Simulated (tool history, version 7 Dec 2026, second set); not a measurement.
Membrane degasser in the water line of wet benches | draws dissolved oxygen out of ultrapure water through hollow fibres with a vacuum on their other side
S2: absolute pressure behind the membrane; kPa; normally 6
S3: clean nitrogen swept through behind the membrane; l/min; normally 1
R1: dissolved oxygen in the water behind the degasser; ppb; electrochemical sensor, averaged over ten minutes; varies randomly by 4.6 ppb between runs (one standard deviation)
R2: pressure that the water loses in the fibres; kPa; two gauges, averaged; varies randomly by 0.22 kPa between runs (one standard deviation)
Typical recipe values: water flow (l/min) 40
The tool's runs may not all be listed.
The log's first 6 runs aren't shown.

Run 7, hour 1483.2: usual settings. Result: R1 499.9 ppb, R2 57.69 kPa.
Run 8, hour 1817: usual settings but S2 4.52 kPa. Result: R1 394.5 ppb, R2 57.46 kPa.
Run 9, hour 2143.9: usual settings but S2 4.52 kPa. Result: R1 399.6 ppb, R2 57.68 kPa.
Run 10, hour 2454.8: usual settings but S3 1.77 l/min. Result: R1 431.8 ppb, R2 58.25 kPa.
Run 11, hour 2683.7: usual settings but S3 1.77 l/min. Result: R1 425.6 ppb, R2 58.01 kPa.
Run 12, hour 2974.6: usual settings but S3 0.98 l/min. Result: R1 517.8 ppb, R2 58.3 kPa.
Run 13, hour 3258.8: usual settings but S3 0.98 l/min. Result: R1 514.2 ppb, R2 58.38 kPa.
At hour 3389.7: vacuum gauge calibrated.
Run 14, hour 3533.7: usual settings but S3 0.98 l/min. Result: R1 514.9 ppb, R2 58.33 kPa.
Run 15, hour 3848.5: usual settings. Result: R1 513.9 ppb, R2 58.46 kPa.
Run 16, hour 4168.2: usual settings but S2 14.12 kPa, S3 0.66 l/min. Result: R1 1307.3 ppb, R2 58.5 kPa.
Run 17, hour 4479: usual settings but S2 6.16 kPa, S3 0.66 l/min. Result: R1 622.1 ppb, R2 58.53 kPa.
Run 18, hour 4750.6: usual settings but S2 5.41 kPa, S3 0.91 l/min. Result: R1 486.1 ppb, R2 58.8 kPa.
Run 19, hour 5063.3: usual settings but S2 5.41 kPa, S3 0.91 l/min. Result: R1 492 ppb, R2 58.8 kPa.
At hour 5312.4: seals of the vacuum lines changed.
Run 20, hour 5326.4: usual settings but S2 6.6 kPa, S3 0.45 l/min. Result: R1 750 ppb, R2 58.78 kPa.
Run 21, hour 5495.7: usual settings but water flow (l/min) 52, S2 3.71 kPa, S3 1.27 l/min. Result: R1 457.6 ppb, R2 76.36 kPa.
Run 22, hour 5697.3: usual settings but water flow (l/min) 52, S2 3.71 kPa, S3 1.27 l/min. Result: R1 462.9 ppb, R2 77.15 kPa.
Run 23, hour 5898.7: usual settings but water flow (l/min) 29, S2 13.77 kPa, S3 1.27 l/min. Result: R1 701 ppb, R2 42.65 kPa.
Run 24, hour 6138.8: usual settings but water flow (l/min) 44, S2 4.36 kPa, S3 1.75 l/min. Result: R1 416.2 ppb, R2 65.48 kPa.
Run 25, hour 6405.9: usual settings but water flow (l/min) 47, S2 9.02 kPa, S3 0.6 l/min. Result: R1 1062.7 ppb, R2 69.74 kPa.
Run 26, hour 6718: usual settings but water flow (l/min) 47, S2 9.02 kPa, S3 0.6 l/min. Result: R1 1066.7 ppb, R2 68.98 kPa.
Run 27, hour 7018.2: usual settings but water flow (l/min) 47, S2 9.02 kPa, S3 0.91 l/min. Result: R1 893.7 ppb, R2 69.95 kPa.
Run 28, hour 7279.6: usual settings but S3 1.16 l/min. Result: R1 507.6 ppb, R2 59.74 kPa.
Run 29, hour 7448.9: usual settings but water flow (l/min) 28. Result: R1 383.7 ppb, R2 41.69 kPa.
Run 30, hour 7626.4: usual settings but water flow (l/min) 28. Result: R1 377.5 ppb, R2 41.84 kPa.

4 ways to go on from here, each from the tool as it stands after run 30. What would each give?
Run A, hour 7794.5: usual settings but water flow (l/min) 56, S3 1.4 l/min. Result: R1 ?, R2 ?.
Run B, hour 7794.5: usual settings but water flow (l/min) 31, S2 12.59 kPa. Result: R1 ?, R2 ?.
Run C, hour 7794.5: usual settings but water flow (l/min) 43. Result: R1 ?, R2 ?.
Run D, hour 7794.5: usual settings but water flow (l/min) 25, S2 14.8 kPa, S3 1.29 l/min. Result: R1 ?, R2 ?.

run     R1     R2
  A  679.4  83.42
  B    796  46.28
  C  576.1  64.29
  D  640.4  37.24
Take away the tool's hidden state, keep each run's random variation, and the runs would have read:
run     R1     R2
  A  578.6   77.6
  B  734.7  43.05
  C  491.2   59.8
  D  590.4  34.64
